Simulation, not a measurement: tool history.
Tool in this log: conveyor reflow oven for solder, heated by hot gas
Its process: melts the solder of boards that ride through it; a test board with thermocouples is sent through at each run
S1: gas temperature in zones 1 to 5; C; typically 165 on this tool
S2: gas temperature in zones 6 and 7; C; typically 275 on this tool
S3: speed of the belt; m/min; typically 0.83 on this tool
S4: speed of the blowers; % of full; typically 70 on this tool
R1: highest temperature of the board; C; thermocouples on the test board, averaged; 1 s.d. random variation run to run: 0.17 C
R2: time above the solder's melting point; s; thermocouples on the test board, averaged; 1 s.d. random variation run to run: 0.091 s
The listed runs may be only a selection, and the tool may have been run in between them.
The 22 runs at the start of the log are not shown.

run   hour   S1   S2     S3  S4     R1     R2
 23  340.6  179  267  0.669  67  254.2  42.99
 24  351.5  179  267  0.669  67  254.4  43.11
 25  365.1  168  288   0.83  70  263.3  35.16
 26  379.5  168  288  0.794  84  270.3  39.12
     387.3  -- thermocouples of zones 6 and 7 changed
 27    392  162  275  0.729  70  255.5  35.72
 28  401.6  167  282  0.955  60  245.1  22.33
 29  420.3  165  279  0.756  55  251.2  32.23
 30  431.3  165  275  0.676  51  250.6  36.09
 31  451.2  165  275  0.676  51  250.4  36.18

Alternative continuations, all from the tool just after run 31; predict every row:
  A   466  165  270  0.669  51   ?   ?
  B   466  166  275  0.707  87   ?   ?
  C   466  165  275  0.929  51   ?   ?
  D   466  165  275  0.765  67   ?   ?

run     R1     R2
  A  247.2  34.32
  B    262  41.19
  C  235.1  16.29
  D  252.9  33.26
With no hidden state in the tool, these same runs would have given:
run     R1     R2
  A  248.6  35.03
  B    264  41.73
  C  237.1  17.62
  D    255   34.1

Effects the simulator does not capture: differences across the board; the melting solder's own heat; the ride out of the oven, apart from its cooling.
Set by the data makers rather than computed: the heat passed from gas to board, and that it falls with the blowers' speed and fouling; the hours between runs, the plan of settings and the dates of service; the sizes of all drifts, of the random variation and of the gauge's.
